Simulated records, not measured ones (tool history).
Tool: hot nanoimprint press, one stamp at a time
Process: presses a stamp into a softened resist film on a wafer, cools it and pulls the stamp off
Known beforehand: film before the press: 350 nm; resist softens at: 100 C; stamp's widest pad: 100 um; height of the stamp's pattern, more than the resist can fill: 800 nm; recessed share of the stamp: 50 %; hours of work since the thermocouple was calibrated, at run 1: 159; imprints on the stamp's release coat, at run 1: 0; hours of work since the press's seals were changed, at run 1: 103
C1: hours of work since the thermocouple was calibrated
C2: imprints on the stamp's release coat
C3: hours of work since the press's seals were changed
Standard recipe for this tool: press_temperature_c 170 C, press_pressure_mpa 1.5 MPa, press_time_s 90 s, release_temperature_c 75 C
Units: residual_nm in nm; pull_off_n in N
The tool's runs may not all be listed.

Run 1, hour 0: usual settings; C1 159; C2 0; C3 103. Result: residual_nm 175 nm, pull_off_n 142 N.
Run 2, hour 11.5: usual settings; C1 168; C2 45; C3 112. Result: residual_nm 174.3 nm, pull_off_n 140 N.
Run 3, hour 17.8: usual settings but release_temperature_c 66 C; C1 173; C2 70; C3 117. Result: residual_nm 177 nm, pull_off_n 166 N.
Run 4, hour 30.1: usual settings but release_temperature_c 66 C; C1 183; C2 118; C3 127. Result: residual_nm 175.9 nm, pull_off_n 166 N.
Run 5, hour 39: usual settings but release_temperature_c 66 C; C1 190; C2 153; C3 134. Result: residual_nm 176.6 nm, pull_off_n 165 N.
Run 6, hour 50.9: usual settings but release_temperature_c 66 C; C1 200; C2 200; C3 144. Result: residual_nm 176.8 nm, pull_off_n 162 N.
Run 7, hour 61.6: usual settings but release_temperature_c 66 C; C1 208; C2 242; C3 152. Result: residual_nm 176.8 nm, pull_off_n 165 N.
Run 8, hour 70: usual settings but release_temperature_c 66 C; C1 215; C2 275; C3 159. Result: residual_nm 175 nm, pull_off_n 167 N.
Run 9, hour 75.6: usual settings but press_time_s 144 s; C1 219; C2 297; C3 163. Result: residual_nm 146.6 nm, pull_off_n 143 N.
Run 10, hour 88.4: usual settings but press_time_s 81 s; C1 229; C2 347; C3 173. Result: residual_nm 181.8 nm, pull_off_n 138 N.
Run 11, hour 100.6: usual settings but press_pressure_mpa 2.34 MPa; C1 239; C2 395; C3 183. Result: residual_nm 145 nm, pull_off_n 145 N.
Run 12, hour 106.2: usual settings but press_pressure_mpa 2.34 MPa; C1 244; C2 417; C3 187. Result: residual_nm 143.9 nm, pull_off_n 146 N.
Run 13, hour 116.3: usual settings but press_pressure_mpa 2.34 MPa; C1 252; C2 457; C3 195. Result: residual_nm 145.5 nm, pull_off_n 140 N.
Run 14, hour 127.6: usual settings; C1 261; C2 501; C3 204. Result: residual_nm 176.7 nm, pull_off_n 142 N.
Run 15, hour 133.4: usual settings; C1 265; C2 524; C3 209. Result: residual_nm 176.3 nm, pull_off_n 144 N.
Run 16, hour 139.7: usual settings; C1 270; C2 549; C3 214. Result: residual_nm 176.3 nm, pull_off_n 139 N.
Run 17, hour 146.5: usual settings but press_temperature_c 159 C, press_pressure_mpa 1.04 MPa, press_time_s 125 s, release_temperature_c 61 C; C1 275; C2 576; C3 219. Result: residual_nm 263.9 nm, pull_off_n 177 N.
Run 18, hour 155.3: usual settings but release_temperature_c 66 C; C1 282; C2 610; C3 226. Result: residual_nm 175.4 nm, pull_off_n 171 N.
Run 19, hour 160.5: usual settings but release_temperature_c 66 C; C1 287; C2 631; C3 230. Result: residual_nm 173.8 nm, pull_off_n 165 N.
Run 20, hour 167.3: usual settings but release_temperature_c 66 C; C1 292; C2 657; C3 236. Result: residual_nm 177.6 nm, pull_off_n 167 N.
Run 21, hour 176.9: usual settings but press_time_s 86 s, release_temperature_c 66 C; C1 300; C2 695; C3 243. Result: residual_nm 175.9 nm, pull_off_n 165 N.
Run 22, hour 184.7: usual settings but press_temperature_c 173 C, press_time_s 72 s; C1 306; C2 726; C3 250. Result: residual_nm 171.7 nm, pull_off_n 138 N.
Run 23, hour 193.4: usual settings but press_temperature_c 173 C, press_time_s 72 s; C1 313; C2 760; C3 257. Result: residual_nm 170.1 nm, pull_off_n 142 N.
Run 24, hour 203.6: usual settings but press_temperature_c 173 C, press_time_s 72 s; C1 321; C2 800; C3 265. Result: residual_nm 168.5 nm, pull_off_n 143 N.
Run 25, hour 215.3: usual settings but press_temperature_c 173 C, press_time_s 72 s; C1 330; C2 846; C3 274. Result: residual_nm 171.2 nm, pull_off_n 142 N.
Run 26, hour 227: usual settings but press_time_s 164 s, release_temperature_c 64 C; C1 339; C2 892; C3 283. Result: residual_nm 138.5 nm, pull_off_n 173 N.
Run 27, hour 233.9: usual settings but press_temperature_c 174 C, press_time_s 109 s, release_temperature_c 63 C; C1 345; C2 919; C3 289. Result: residual_nm 137.8 nm, pull_off_n 173 N.
Run 28, hour 242.7: usual settings but press_temperature_c 174 C, press_pressure_mpa 1.79 MPa, press_time_s 165 s, release_temperature_c 69 C; C1 352; C2 954; C3 296. Result: residual_nm 107.6 nm, pull_off_n 158 N.
Run 29, hour 250.4: usual settings but press_time_s 134 s, release_temperature_c 67 C; C1 358; C2 984; C3 302. Result: residual_nm 149.3 nm, pull_off_n 164 N.
Run 30, hour 262.2: usual settings but press_time_s 134 s, release_temperature_c 67 C; C1 367; C2 1030; C3 311. Result: residual_nm 150.6 nm, pull_off_n 161 N.
Run 31, hour 269.4: usual settings but press_temperature_c 168 C, press_pressure_mpa 1.79 MPa, press_time_s 58 s, release_temperature_c 67 C; C1 373; C2 1059; C3 317. Result: residual_nm 205.2 nm, pull_off_n 164 N.

Alternative continuations, all from the tool just after run 31; predict every row:
Run A, hour 276.7: usual settings but press_temperature_c 168 C, press_pressure_mpa 1.86 MPa, press_time_s 58 s, release_temperature_c 77 C; C1 379; C2 1087; C3 323. Result: residual_nm ?, pull_off_n ?.
Run B, hour 276.7: usual settings but press_temperature_c 168 C, press_pressure_mpa 1.79 MPa, press_time_s 58 s, release_temperature_c 66 C; C1 379; C2 1087; C3 323. Result: residual_nm ?, pull_off_n ?.
Run C, hour 276.7: usual settings but press_temperature_c 166 C, press_pressure_mpa 1.25 MPa, press_time_s 143 s, release_temperature_c 67 C; C1 379; C2 1087; C3 323. Result: residual_nm ?, pull_off_n ?.

run  residual_nm  pull_off_n
  A          203         136
  B          206         161
  C        187.2         164
Take away the tool's hidden state, keep each run's random variation, and the runs would have read:
run  residual_nm  pull_off_n
  A        202.5         135
  B        205.6         160
  C        186.7         163

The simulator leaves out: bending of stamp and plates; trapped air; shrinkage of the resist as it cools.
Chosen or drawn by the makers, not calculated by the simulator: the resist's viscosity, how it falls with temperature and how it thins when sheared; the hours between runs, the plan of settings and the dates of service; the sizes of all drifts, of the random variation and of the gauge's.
